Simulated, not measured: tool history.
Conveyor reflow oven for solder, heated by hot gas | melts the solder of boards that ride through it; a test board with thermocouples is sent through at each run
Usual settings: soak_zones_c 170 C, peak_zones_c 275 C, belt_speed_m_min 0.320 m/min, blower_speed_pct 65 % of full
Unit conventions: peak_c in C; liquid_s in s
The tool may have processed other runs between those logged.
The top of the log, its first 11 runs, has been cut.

run	hour	soak_zones_c	peak_zones_c	belt_speed_m_min	blower_speed_pct	hours of work since the flux was cleaned out	hours of work since the belt drive was overhauled	hours of work since the thermocouples were changed	peak_c	liquid_s
12	106.5	170	275	0.320	70	14	114	497	255.2	84.1
# hour 119.4: flux residue cleaned out of gas plates and filters, once more
13	121.0	170	275	0.320	73	1	122	504	259.2	87.9
14	130.7	170	275	0.320	73	8	129	511	259.0	88.3
15	144.9	170	275	0.320	73	19	139	522	259.2	89.1
16	158.7	170	275	0.320	73	29	150	532	259.2	88.3
17	168.6	177	289	0.300	51	37	157	540	266.0	103.7
18	177.6	180	280	0.281	51	43	164	546	262.2	109.3
19	190.0	180	280	0.281	51	53	173	556	261.8	108.1
20	204.9	184	278	0.344	65	64	184	567	258.7	87.0
21	216.2	184	268	0.344	51	72	193	575	244.9	71.6
22	225.9	184	268	0.344	51	80	200	583	245.2	71.4

Expected results for the next run?
23	236.5	184	268	0.375	51	88	208	591	?	?

peak_c: 241.3 C
liquid_s: 58.8 s
Were there no unlogged condition in the tool, this run, its random variation unchanged, would have produced peak_c 240.8 C, liquid_s 58.2 s.

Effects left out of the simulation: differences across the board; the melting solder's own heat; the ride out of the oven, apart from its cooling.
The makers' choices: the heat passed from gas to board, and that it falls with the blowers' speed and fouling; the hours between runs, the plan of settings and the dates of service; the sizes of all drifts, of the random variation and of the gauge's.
